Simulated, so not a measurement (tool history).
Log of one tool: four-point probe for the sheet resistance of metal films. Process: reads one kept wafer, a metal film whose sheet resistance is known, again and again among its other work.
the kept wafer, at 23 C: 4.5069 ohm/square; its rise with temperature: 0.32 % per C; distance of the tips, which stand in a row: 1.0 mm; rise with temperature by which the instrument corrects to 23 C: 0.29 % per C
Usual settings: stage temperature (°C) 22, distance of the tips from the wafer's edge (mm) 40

run,day,stage temperature (°C),distance of the tips from the wafer's edge (mm),sheet resistance as the instrument gives it (ohm/square)
1,0,22,40,4.49617
2,3.375,22,40,4.495496
3,8.371,22,40,4.496411
4,10.796,30,40,4.508237
5,14.717,30,40,4.507347
6,16.967,18,40,4.490309
7,20.779,22,62,4.497902
8,23.004,26,40,4.503088
9,26.629,21,40,4.494897
10,29.517,21,40,4.494401
11,32.738,21,40,4.494688
12,36.317,23,40,4.499355
13,41.1,23,40,4.499483
14,46.092,34,40,4.515031
15,48.554,22,40,4.498353
16,52.796,22,40,4.500203
17,55.146,22,22,4.499806
18,59.908,22,22,4.50159
19,64.221,22,35,4.499239
20,66.771,22,35,4.499381
21,71.862,22,35,4.50011
22,75.421,22,35,4.50031
23,78.308,18,10,4.517301
24,80.479,20,28,4.498277
25,83.308,34,10,4.539978
26,87.696,35,9,4.547696
27,91.283,35,9,4.548662
28,94.467,35,9,4.546881
29,96.775,22,51,4.50007
30,99.079,22,51,4.500392
31,102.179,19,57,4.49644

Run 32 comes next. What will it give?
32,106.554,19,57,?

Run 32 gave sheet resistance as the instrument gives it (ohm/square) 4.49564.
Without the tool's hidden state the same run would have given sheet resistance as the instrument gives it (ohm/square) 4.501813.
